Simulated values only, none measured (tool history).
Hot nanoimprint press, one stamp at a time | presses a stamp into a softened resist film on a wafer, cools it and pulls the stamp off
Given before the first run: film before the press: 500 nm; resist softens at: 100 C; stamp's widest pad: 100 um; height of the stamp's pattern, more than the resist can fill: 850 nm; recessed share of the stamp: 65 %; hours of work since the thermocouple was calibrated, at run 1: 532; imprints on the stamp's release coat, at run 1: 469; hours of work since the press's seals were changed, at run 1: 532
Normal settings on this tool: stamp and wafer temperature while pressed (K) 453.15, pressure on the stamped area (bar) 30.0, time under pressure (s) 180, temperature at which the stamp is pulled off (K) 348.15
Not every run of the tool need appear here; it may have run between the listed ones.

| run | hour | stamp and wafer temperature while pressed (K) | pressure on the stamped area (bar) | time under pressure (s) | temperature at which the stamp is pulled off (K) | hours of work since the thermocouple was calibrated | imprints on the stamp's release coat | hours of work since the press's seals were changed | resist left under the stamp's widest pad (nm) | greatest force while the stamp is pulled off (N) |
|---|---|---|---|---|---|---|---|---|---|---|
| 1 | 0.0 | 453.15 | 30.0 | 180 | 348.15 | 532 | 469 | 532 | 273.5 | 287 |
| 2 | 31.4 | 453.15 | 30.0 | 180 | 348.15 | 549 | 553 | 549 | 275.2 | 296 |
| 3 | 49.9 | 453.15 | 30.0 | 180 | 348.15 | 559 | 602 | 559 | 273.8 | 306 |
|  | 62.1 | press's hydraulic seals changed and the load cell set to zero |
|  | 94.2 | plate thermocouple calibrated |
| 4 | 94.2 | 453.15 | 30.0 | 180 | 348.15 | 0 | 690 | 16 | 251.8 | 298 |
| 5 | 122.7 | 453.15 | 30.0 | 180 | 348.15 | 16 | 766 | 32 | 252.2 | 299 |
| 6 | 154.5 | 453.15 | 30.0 | 180 | 348.15 | 33 | 850 | 49 | 252.8 | 322 |
| 7 | 171.5 | 463.15 | 30.0 | 180 | 348.15 | 43 | 895 | 59 | 183.4 | 318 |
| 8 | 201.5 | 453.15 | 37.0 | 180 | 348.15 | 59 | 975 | 75 | 231.0 | 326 |
| 9 | 231.9 | 453.15 | 30.0 | 180 | 348.15 | 76 | 1055 | 92 | 256.6 | 334 |
| 10 | 249.9 | 453.15 | 30.0 | 180 | 341.15 | 86 | 1103 | 102 | 254.2 | 366 |
|  | 279.3 | stamp cleaned and given a new release coat |
| 11 | 284.4 | 453.15 | 30.0 | 180 | 341.15 | 102 | 14 | 118 | 257.0 | 254 |
| 12 | 309.1 | 453.15 | 30.0 | 180 | 348.15 | 115 | 79 | 131 | 258.2 | 231 |
| 13 | 342.8 | 453.15 | 30.0 | 180 | 348.15 | 134 | 169 | 150 | 258.8 | 255 |
| 14 | 362.4 | 453.15 | 30.0 | 180 | 348.15 | 145 | 221 | 161 | 257.4 | 251 |
| 15 | 383.6 | 453.15 | 30.0 | 180 | 342.15 | 156 | 277 | 172 | 260.1 | 263 |
| 16 | 420.3 | 453.15 | 25.6 | 101 | 348.15 | 176 | 374 | 193 | 328.9 | 277 |
| 17 | 437.1 | 453.15 | 25.6 | 101 | 348.15 | 186 | 419 | 202 | 328.6 | 281 |
| 18 | 456.6 | 453.15 | 25.6 | 101 | 348.15 | 196 | 470 | 213 | 330.4 | 272 |
| 19 | 478.4 | 453.15 | 25.6 | 101 | 348.15 | 209 | 528 | 225 | 329.8 | 284 |
| 20 | 508.6 | 453.15 | 18.1 | 106 | 348.15 | 225 | 608 | 241 | 363.6 | 289 |
| 21 | 531.5 | 453.15 | 18.1 | 106 | 348.15 | 238 | 669 | 254 | 367.2 | 305 |
| 22 | 547.2 | 457.15 | 32.5 | 180 | 348.15 | 246 | 711 | 262 | 223.7 | 295 |
| 23 | 569.5 | 458.15 | 32.5 | 180 | 337.15 | 259 | 770 | 275 | 215.0 | 349 |
| 24 | 602.8 | 458.15 | 32.5 | 188 | 350.15 | 277 | 858 | 293 | 212.5 | 304 |
| 25 | 620.1 | 453.15 | 30.0 | 129 | 348.15 | 287 | 904 | 303 | 294.7 | 325 |
| 26 | 651.4 | 453.15 | 30.0 | 180 | 338.15 | 304 | 987 | 320 | 263.4 | 359 |
| 27 | 668.1 | 453.15 | 30.0 | 180 | 338.15 | 313 | 1032 | 329 | 265.4 | 376 |
| 28 | 704.3 | 453.15 | 18.2 | 180 | 338.15 | 333 | 1128 | 349 | 323.0 | 380 |
|  | 723.2 | stamp cleaned and given a new release coat |
| 29 | 731.1 | 453.15 | 18.2 | 180 | 338.15 | 345 | 21 | 361 | 322.1 | 272 |

Describe how what the log doesn't record of the tool's condition differs between the last listed run preceding each entry between runs and the first listed run following it.
Between runs 3 and 4: press's hydraulic seals changed and the load cell set to zero (hour 62.1); plate thermocouple calibrated (hour 94.2)
  true temperature over the reading, C: -2.57 -> -0.07; pressure that arrives at the usual setting, %: 98.34 -> 100.07; grip of the stamp's worn release coat, % over a new coat's: 22.9 -> 26.4
  measured result minus the result with no hidden state, resist left under the stamp's widest pad (nm): +23.3 -> +0.5; greatest force while the stamp is pulled off (N): +64 -> +63
Between runs 10 and 11: stamp cleaned and given a new release coat (hour 279.3)
  true temperature over the reading, C: -0.46 -> -0.54; pressure that arrives at the usual setting, %: 99.83 -> 99.78; grip of the stamp's worn release coat, % over a new coat's: 43.3 -> 0.5
  measured result minus the result with no hidden state, resist left under the stamp's widest pad (nm): +3.9 -> +4.6; greatest force while the stamp is pulled off (N): +112 -> +3
Between runs 28 and 29: stamp cleaned and given a new release coat (hour 723.2)
  true temperature over the reading, C: -1.63 -> -1.68; pressure that arrives at the usual setting, %: 99.18 -> 99.15; grip of the stamp's worn release coat, % over a new coat's: 44.3 -> 0.8
  measured result minus the result with no hidden state, resist left under the stamp's widest pad (nm): +14.4 -> +14.7; greatest force while the stamp is pulled off (N): +122 -> +7
